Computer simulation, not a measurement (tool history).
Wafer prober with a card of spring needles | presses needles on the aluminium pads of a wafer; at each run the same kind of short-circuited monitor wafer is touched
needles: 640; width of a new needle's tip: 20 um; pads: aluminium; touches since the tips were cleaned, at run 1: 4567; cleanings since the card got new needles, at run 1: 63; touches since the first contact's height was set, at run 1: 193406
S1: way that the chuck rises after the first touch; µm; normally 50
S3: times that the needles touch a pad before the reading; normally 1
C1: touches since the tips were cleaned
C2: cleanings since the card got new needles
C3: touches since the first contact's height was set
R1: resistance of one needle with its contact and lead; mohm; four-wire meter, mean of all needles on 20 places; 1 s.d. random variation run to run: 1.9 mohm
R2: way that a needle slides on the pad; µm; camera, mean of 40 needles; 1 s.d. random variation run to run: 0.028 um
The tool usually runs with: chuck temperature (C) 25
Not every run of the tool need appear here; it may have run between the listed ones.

{"run": 1, "hour": 0.0, "S1": 50, "chuck temperature (C)": 25, "S3": 1, "C1": 4567, "C2": 63, "C3": 193406, "R1": 384, "R2": 6.81}
{"hour": 5.4, "done": "tips cleaned on abrasive film"}
{"hour": 21.0, "done": "tips cleaned on abrasive film"}
{"run": 2, "hour": 21.9, "S1": 50, "chuck temperature (C)": 25, "S3": 1, "C1": 363, "C2": 65, "C3": 202582, "R1": 249, "R2": 6.85}
{"hour": 36.0, "done": "tips cleaned on abrasive film"}
{"run": 3, "hour": 38.9, "S1": 38, "chuck temperature (C)": 25, "S3": 1, "C1": 1204, "C2": 66, "C3": 209745, "R1": 374, "R2": 5.05}
{"hour": 51.0, "done": "tips cleaned on abrasive film"}
{"hour": 65.9, "done": "tips cleaned on abrasive film"}
{"run": 4, "hour": 67.7, "S1": 38, "chuck temperature (C)": 25, "S3": 1, "C1": 790, "C2": 68, "C3": 221900, "R1": 334, "R2": 5.05}
{"hour": 78.8, "done": "height of the first contact set anew"}
{"hour": 82.4, "done": "tips cleaned on abrasive film"}
{"run": 5, "hour": 87.2, "S1": 50, "chuck temperature (C)": 25, "S3": 2, "C1": 2035, "C2": 69, "C3": 3527, "R1": 269, "R2": 7.3}
{"hour": 98.0, "done": "tips cleaned on abrasive film"}
{"run": 6, "hour": 110.8, "S1": 50, "chuck temperature (C)": 25, "S3": 2, "C1": 5443, "C2": 70, "C3": 13502, "R1": 316, "R2": 7.28}
{"hour": 114.3, "done": "tips cleaned on abrasive film"}
{"hour": 131.3, "done": "tips cleaned on abrasive film"}
{"run": 7, "hour": 133.3, "S1": 50, "chuck temperature (C)": 25, "S3": 2, "C1": 873, "C2": 72, "C3": 22954, "R1": 253, "R2": 7.18}
{"hour": 148.4, "done": "tips cleaned on abrasive film"}
{"run": 8, "hour": 150.8, "S1": 50, "chuck temperature (C)": 25, "S3": 1, "C1": 1030, "C2": 73, "C3": 30327, "R1": 264, "R2": 7.16}
{"hour": 163.7, "done": "tips cleaned on abrasive film"}
{"hour": 179.7, "done": "tips cleaned on abrasive film"}
{"run": 9, "hour": 184.2, "S1": 50, "chuck temperature (C)": 68, "S3": 1, "C1": 1892, "C2": 75, "C3": 44383, "R1": 338, "R2": 7.14}
{"hour": 195.3, "done": "tips cleaned on abrasive film"}
{"run": 10, "hour": 206.3, "S1": 38, "chuck temperature (C)": 25, "S3": 3, "C1": 4658, "C2": 76, "C3": 53694, "R1": 325, "R2": 5.45}
{"hour": 210.3, "done": "tips cleaned on abrasive film"}
{"hour": 226.0, "done": "tips cleaned on abrasive film"}
{"hour": 240.7, "done": "tips cleaned on abrasive film"}
{"run": 11, "hour": 240.7, "S1": 34, "chuck temperature (C)": 64, "S3": 2, "C1": 0, "C2": 79, "C3": 68150, "R1": 253, "R2": 4.79}
{"hour": 255.2, "done": "tips cleaned on abrasive film"}
{"run": 12, "hour": 261.4, "S1": 35, "chuck temperature (C)": 64, "S3": 2, "C1": 2641, "C2": 80, "C3": 76887, "R1": 382, "R2": 4.92}
{"hour": 272.3, "done": "tips cleaned on abrasive film"}
{"run": 13, "hour": 278.7, "S1": 51, "chuck temperature (C)": 94, "S3": 2, "C1": 2688, "C2": 81, "C3": 84170, "R1": 303, "R2": 7.23}
{"hour": 286.7, "done": "tips cleaned on abrasive film"}
{"hour": 301.6, "done": "tips cleaned on abrasive film"}
{"run": 14, "hour": 304.3, "S1": 56, "chuck temperature (C)": 55, "S3": 1, "C1": 1170, "C2": 83, "C3": 94959, "R1": 274, "R2": 7.85}
{"hour": 318.5, "done": "tips cleaned on abrasive film"}
{"run": 15, "hour": 322.7, "S1": 50, "chuck temperature (C)": 40, "S3": 1, "C1": 1790, "C2": 84, "C3": 102717, "R1": 314, "R2": 7.05}
{"hour": 333.1, "done": "tips cleaned on abrasive film"}
{"hour": 349.0, "done": "tips cleaned on abrasive film"}
{"run": 16, "hour": 357.6, "S1": 50, "chuck temperature (C)": 34, "S3": 2, "C1": 3643, "C2": 86, "C3": 117394, "R1": 315, "R2": 6.9}
{"hour": 364.6, "done": "tips cleaned on abrasive film"}
{"hour": 379.3, "done": "tips cleaned on abrasive film"}
{"run": 17, "hour": 379.3, "S1": 50, "chuck temperature (C)": 25, "S3": 1, "C1": 0, "C2": 88, "C3": 126506, "R1": 235, "R2": 6.98}
{"hour": 394.3, "done": "tips cleaned on abrasive film"}
{"hour": 410.7, "done": "tips cleaned on abrasive film"}
{"run": 18, "hour": 417.8, "S1": 31, "chuck temperature (C)": 35, "S3": 1, "C1": 3004, "C2": 90, "C3": 142760, "R1": 646, "R2": 4.13}

Measured minus without-hidden-state, run by run (identical run-to-run variation in each term; gauge scatter may differ):
Hidden conditions of the tool in this case: debris on the tips, nm; way that the needles fall short of the set height, um; tips' diameter, um; drift of the gauge itself on contact_mohm, %; drift of the gauge itself on scrub_um, %.
run=1 R1=+177 R2=-0.44
run=2 R1=+45 R2=-0.48
run=3 R1=+158 R2=-0.50
run=4 R1=+121 R2=-0.54
run=5 R1=+61 R2=-0.01
run=6 R1=+109 R2=-0.04
run=7 R1=+45 R2=-0.07
run=8 R1=+57 R2=-0.09
run=9 R1=+114 R2=-0.13
run=10 R1=+110 R2=-0.14
run=11 R1=+23 R2=-0.18
run=12 R1=+151 R2=-0.20
run=13 R1=+80 R2=-0.22
run=14 R1=+60 R2=-0.25
run=15 R1=+105 R2=-0.27
run=16 R1=+102 R2=-0.31
run=17 R1=+26 R2=-0.33
run=18 R1=+423 R2=-0.37
